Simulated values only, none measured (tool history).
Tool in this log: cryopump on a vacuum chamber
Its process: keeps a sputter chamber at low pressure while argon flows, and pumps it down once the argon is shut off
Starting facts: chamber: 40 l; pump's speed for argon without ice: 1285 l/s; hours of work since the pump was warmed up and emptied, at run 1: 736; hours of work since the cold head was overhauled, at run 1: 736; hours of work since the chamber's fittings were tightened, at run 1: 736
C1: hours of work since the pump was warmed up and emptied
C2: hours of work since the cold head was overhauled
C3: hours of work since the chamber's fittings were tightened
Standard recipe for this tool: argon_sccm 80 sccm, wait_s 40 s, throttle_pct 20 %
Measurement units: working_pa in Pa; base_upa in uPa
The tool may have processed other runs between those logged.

{"run": 1, "hour": 0.0, "argon_sccm": 80, "wait_s": 40, "throttle_pct": 20, "C1": 736, "C2": 736, "C3": 736, "working_pa": 0.5547, "base_upa": 1.74}
{"run": 2, "hour": 32.0, "argon_sccm": 80, "wait_s": 40, "throttle_pct": 20, "C1": 763, "C2": 763, "C3": 763, "working_pa": 0.5578, "base_upa": 1.76}
{"run": 3, "hour": 80.0, "argon_sccm": 77, "wait_s": 40, "throttle_pct": 20, "C1": 804, "C2": 804, "C3": 804, "working_pa": 0.5367, "base_upa": 1.74}
{"hour": 119.3, "done": "pump warmed up, emptied and cooled again"}
{"run": 4, "hour": 128.0, "argon_sccm": 80, "wait_s": 40, "throttle_pct": 20, "C1": 7, "C2": 840, "C3": 840, "working_pa": 0.5248, "base_upa": 1.58}
{"run": 5, "hour": 152.4, "argon_sccm": 80, "wait_s": 40, "throttle_pct": 20, "C1": 28, "C2": 861, "C3": 861, "working_pa": 0.5297, "base_upa": 1.59}
{"run": 6, "hour": 187.6, "argon_sccm": 80, "wait_s": 40, "throttle_pct": 20, "C1": 58, "C2": 891, "C3": 891, "working_pa": 0.5282, "base_upa": 1.65}
{"run": 7, "hour": 241.3, "argon_sccm": 80, "wait_s": 40, "throttle_pct": 56, "C1": 104, "C2": 937, "C3": 937, "working_pa": 0.1925, "base_upa": 1.69}
{"run": 8, "hour": 286.7, "argon_sccm": 80, "wait_s": 40, "throttle_pct": 58, "C1": 143, "C2": 976, "C3": 976, "working_pa": 0.1872, "base_upa": 1.7}
{"run": 9, "hour": 315.3, "argon_sccm": 80, "wait_s": 40, "throttle_pct": 20, "C1": 167, "C2": 1000, "C3": 1000, "working_pa": 0.5324, "base_upa": 1.7}
{"run": 10, "hour": 362.8, "argon_sccm": 51, "wait_s": 40, "throttle_pct": 20, "C1": 208, "C2": 1041, "C3": 1041, "working_pa": 0.337, "base_upa": 1.66}
{"run": 11, "hour": 388.5, "argon_sccm": 51, "wait_s": 40, "throttle_pct": 20, "C1": 230, "C2": 1063, "C3": 1063, "working_pa": 0.3416, "base_upa": 1.72}
{"run": 12, "hour": 437.9, "argon_sccm": 80, "wait_s": 40, "throttle_pct": 20, "C1": 272, "C2": 1105, "C3": 1105, "working_pa": 0.5331, "base_upa": 1.84}
{"run": 13, "hour": 484.6, "argon_sccm": 92, "wait_s": 40, "throttle_pct": 20, "C1": 312, "C2": 1145, "C3": 1145, "working_pa": 0.6225, "base_upa": 1.85}
{"run": 14, "hour": 524.4, "argon_sccm": 104, "wait_s": 218, "throttle_pct": 39, "C1": 346, "C2": 1179, "C3": 1179, "working_pa": 0.3701, "base_upa": 1.22}
{"run": 15, "hour": 572.4, "argon_sccm": 39, "wait_s": 31, "throttle_pct": 53, "C1": 387, "C2": 1220, "C3": 1220, "working_pa": 0.1038, "base_upa": 2.13}
{"run": 16, "hour": 618.7, "argon_sccm": 48, "wait_s": 146, "throttle_pct": 41, "C1": 426, "C2": 1259, "C3": 1259, "working_pa": 0.1625, "base_upa": 1.36}
{"run": 17, "hour": 671.2, "argon_sccm": 48, "wait_s": 146, "throttle_pct": 41, "C1": 471, "C2": 1304, "C3": 1304, "working_pa": 0.1648, "base_upa": 1.4}
{"run": 18, "hour": 713.4, "argon_sccm": 76, "wait_s": 107, "throttle_pct": 20, "C1": 507, "C2": 1340, "C3": 1340, "working_pa": 0.5197, "base_upa": 1.55}
{"run": 19, "hour": 750.9, "argon_sccm": 65, "wait_s": 44, "throttle_pct": 20, "C1": 539, "C2": 1372, "C3": 1372, "working_pa": 0.4408, "base_upa": 1.98}
{"run": 20, "hour": 794.2, "argon_sccm": 65, "wait_s": 44, "throttle_pct": 20, "C1": 576, "C2": 1409, "C3": 1409, "working_pa": 0.4428, "base_upa": 2.04}
{"run": 21, "hour": 842.1, "argon_sccm": 65, "wait_s": 44, "throttle_pct": 20, "C1": 617, "C2": 1450, "C3": 1450, "working_pa": 0.4452, "base_upa": 2.11}
{"run": 22, "hour": 899.0, "argon_sccm": 80, "wait_s": 40, "throttle_pct": 30, "C1": 665, "C2": 1498, "C3": 1498, "working_pa": 0.3758, "base_upa": 2.21}
{"run": 23, "hour": 951.0, "argon_sccm": 86, "wait_s": 40, "throttle_pct": 30, "C1": 709, "C2": 1543, "C3": 1543, "working_pa": 0.4101, "base_upa": 2.26}
{"run": 24, "hour": 1006.1, "argon_sccm": 86, "wait_s": 40, "throttle_pct": 30, "C1": 757, "C2": 1590, "C3": 1590, "working_pa": 0.4114, "base_upa": 2.37}

Branching from run 24: 5 alternative next runs. What would each branch give?
{"run": "A", "hour": 1054.6, "argon_sccm": 116, "wait_s": 40, "throttle_pct": 19, "C1": 798, "C2": 1631, "C3": 1631, "working_pa": "?", "base_upa": "?"}
{"run": "B", "hour": 1054.6, "argon_sccm": 80, "wait_s": 66, "throttle_pct": 31, "C1": 798, "C2": 1631, "C3": 1631, "working_pa": "?", "base_upa": "?"}
{"run": "C", "hour": 1054.6, "argon_sccm": 80, "wait_s": 60, "throttle_pct": 20, "C1": 798, "C2": 1631, "C3": 1631, "working_pa": "?", "base_upa": "?"}
{"run": "D", "hour": 1054.6, "argon_sccm": 72, "wait_s": 40, "throttle_pct": 28, "C1": 798, "C2": 1631, "C3": 1631, "working_pa": "?", "base_upa": "?"}
{"run": "E", "hour": 1054.6, "argon_sccm": 109, "wait_s": 40, "throttle_pct": 31, "C1": 798, "C2": 1631, "C3": 1631, "working_pa": "?", "base_upa": "?"}

run=A working_pa=0.8480 base_upa=2.40
run=B working_pa=0.3725 base_upa=2.10
run=C working_pa=0.5614 base_upa=2.24
run=D working_pa=0.3674 base_upa=2.50
run=E working_pa=0.5036 base_upa=2.47
With the hidden condition removed and each run's random variation left untouched, the same runs would have given:
run=A working_pa=0.7992 base_upa=1.00
run=B working_pa=0.3387 base_upa=0.70
run=C working_pa=0.5275 base_upa=0.80
run=D working_pa=0.3370 base_upa=1.06
run=E working_pa=0.4579 base_upa=1.03
